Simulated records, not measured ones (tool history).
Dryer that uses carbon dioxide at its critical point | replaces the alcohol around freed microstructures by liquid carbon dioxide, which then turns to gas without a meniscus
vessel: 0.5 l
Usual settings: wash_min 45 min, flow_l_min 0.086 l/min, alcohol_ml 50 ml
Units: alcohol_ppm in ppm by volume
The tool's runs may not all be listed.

| run | day | wash_min | flow_l_min | alcohol_ml | alcohol_ppm |
|---|---|---|---|---|---|
| 1 | 0 | 45 | 0.086 | 50 | 229 |
| 2 | 0.508 | 45 | 0.086 | 50 | 229 |
| 3 | 0.817 | 45 | 0.086 | 50 | 229 |
| 4 | 1.462 | 45 | 0.086 | 50 | 234 |
| 5 | 2.012 | 45 | 0.1287 | 50 | 41 |
| 6 | 2.425 | 45 | 0.1287 | 50 | 33 |
| 7 | 2.708 | 45 | 0.1287 | 50 | 47 |
| 8 | 3.025 | 45 | 0.1287 | 50 | 41 |
| 9 | 3.596 | 45 | 0.1287 | 50 | 37 |
| 10 | 4.033 | 45 | 0.1287 | 50 | 45 |
| 11 | 4.362 | 45 | 0.086 | 38 | 200 |
| 12 | 4.854 | 45 | 0.0986 | 50 | 125 |
| 13 | 5.225 | 45 | 0.0986 | 50 | 113 |
| 14 | 5.771 | 69 | 0.0771 | 34 | 46 |
| 15 | 6.304 | 69 | 0.0771 | 34 | 62 |
| 16 | 6.954 | 54 | 0.0771 | 44 | 171 |
| 17 | 7.467 | 42 | 0.0533 | 21 | 1437 |
| 18 | 8.092 | 42 | 0.0533 | 21 | 1449 |
| 19 | 8.462 | 42 | 0.0533 | 21 | 1438 |
| 20 | 8.912 | 42 | 0.0533 | 21 | 1446 |
| 21 | 9.346 | 42 | 0.0533 | 21 | 1407 |
| 22 | 9.867 | 28 | 0.0966 | 21 | 628 |
| 23 | 10.442 | 32 | 0.0966 | 21 | 366 |
| 24 | 10.85 | 61 | 0.086 | 31 | 51 |
| 25 | 11.196 | 70 | 0.0557 | 50 | 319 |
| 26 | 11.625 | 70 | 0.0557 | 50 | 325 |

The same runs without the tool's hidden state, with the same run-to-run variation:
The hidden state here: flow that reaches the vessel past the clogged filter, %; alcohol in the recycled carbon dioxide, ppm; drift of the gauge itself on alcohol_ppm, %.
| run | alcohol_ppm |
|---|---|
| 1 | 108 |
| 2 | 108 |
| 3 | 108 |
| 4 | 108 |
| 5 | 12 |
| 6 | 3 |
| 7 | 18 |
| 8 | 11 |
| 9 | 6 |
| 10 | 12 |
| 11 | 87 |
| 12 | 47 |
| 13 | 35 |
| 14 | 8 |
| 15 | 22 |
| 16 | 65 |
| 17 | 900 |
| 18 | 899 |
| 19 | 889 |
| 20 | 890 |
| 21 | 861 |
| 22 | 331 |
| 23 | 168 |
| 24 | 4 |
| 25 | 125 |
| 26 | 124 |

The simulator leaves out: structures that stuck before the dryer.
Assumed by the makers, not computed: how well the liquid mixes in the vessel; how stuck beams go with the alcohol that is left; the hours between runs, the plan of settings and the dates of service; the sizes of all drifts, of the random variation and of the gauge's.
